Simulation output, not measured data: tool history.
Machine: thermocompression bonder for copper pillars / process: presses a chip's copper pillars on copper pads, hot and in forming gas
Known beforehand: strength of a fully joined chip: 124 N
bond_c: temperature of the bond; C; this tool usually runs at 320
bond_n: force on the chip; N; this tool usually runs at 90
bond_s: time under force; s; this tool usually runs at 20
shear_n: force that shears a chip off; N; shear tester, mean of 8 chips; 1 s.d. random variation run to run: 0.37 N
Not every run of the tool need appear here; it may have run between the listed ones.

run 1 day=0.000 | bond_c=320 bond_n=90 bond_s=20 | shear_n=69.6
run 2 day=2.292 | bond_c=349 bond_n=90 bond_s=20 | shear_n=91.8
run 3 day=3.621 | bond_c=303 bond_n=90 bond_s=20 | shear_n=57.2
-- day=4.000 forming gas filter changed
run 4 day=4.942 | bond_c=303 bond_n=90 bond_s=20 | shear_n=56.7
run 5 day=6.812 | bond_c=303 bond_n=90 bond_s=20 | shear_n=57.4
run 6 day=8.854 | bond_c=303 bond_n=90 bond_s=20 | shear_n=57.0
-- day=10.596 forming gas filter changed
run 7 day=10.700 | bond_c=303 bond_n=90 bond_s=20 | shear_n=57.0
run 8 day=11.817 | bond_c=303 bond_n=90 bond_s=20 | shear_n=56.7
run 9 day=13.188 | bond_c=314 bond_n=90 bond_s=20 | shear_n=66.1
run 10 day=14.483 | bond_c=313 bond_n=90 bond_s=20 | shear_n=64.6
run 11 day=16.879 | bond_c=320 bond_n=90 bond_s=35 | shear_n=83.3
-- day=17.212 forming gas filter changed
run 12 day=19.212 | bond_c=320 bond_n=90 bond_s=35 | shear_n=82.8
run 13 day=21.104 | bond_c=340 bond_n=97 bond_s=13 | shear_n=77.8
run 14 day=22.504 | bond_c=323 bond_n=64 bond_s=13 | shear_n=54.6
-- day=23.829 forming gas filter changed
run 15 day=24.712 | bond_c=320 bond_n=84 bond_s=20 | shear_n=69.0
-- day=25.583 heater calibrated with a thermocouple chip
run 16 day=27.046 | bond_c=313 bond_n=82 bond_s=16 | shear_n=58.2
run 17 day=29.617 | bond_c=313 bond_n=80 bond_s=14 | shear_n=55.1
-- day=30.658 forming gas filter changed
run 18 day=31.746 | bond_c=313 bond_n=80 bond_s=14 | shear_n=55.3
run 19 day=33.621 | bond_c=313 bond_n=80 bond_s=14 | shear_n=55.3
run 20 day=35.042 | bond_c=313 bond_n=80 bond_s=14 | shear_n=55.3
run 21 day=36.821 | bond_c=320 bond_n=80 bond_s=22 | shear_n=70.3
-- day=37.392 forming gas filter changed
-- day=37.817 gauge calibrated
run 22 day=38.804 | bond_c=300 bond_n=62 bond_s=49 | shear_n=63.5
run 23 day=40.117 | bond_c=300 bond_n=62 bond_s=49 | shear_n=63.4
run 24 day=42.208 | bond_c=300 bond_n=62 bond_s=49 | shear_n=62.9

Below are 5 alternative next runs, each starting from the tool's condition after run 24. Predict each:
run A day=43.804 | bond_c=319 bond_n=114 bond_s=20 | shear_n=?
run B day=43.804 | bond_c=307 bond_n=110 bond_s=35 | shear_n=?
run C day=43.804 | bond_c=303 bond_n=94 bond_s=20 | shear_n=?
run D day=43.804 | bond_c=294 bond_n=90 bond_s=20 | shear_n=?
run E day=43.804 | bond_c=300 bond_n=105 bond_s=49 | shear_n=?

run=A shear_n=75.4
run=B shear_n=78.4
run=C shear_n=57.9
run=D shear_n=49.9
run=E shear_n=78.6
With no hidden state in the tool, these same runs would have given:
run=A shear_n=75.1
run=B shear_n=78.2
run=C shear_n=57.7
run=D shear_n=49.8
run=E shear_n=78.4
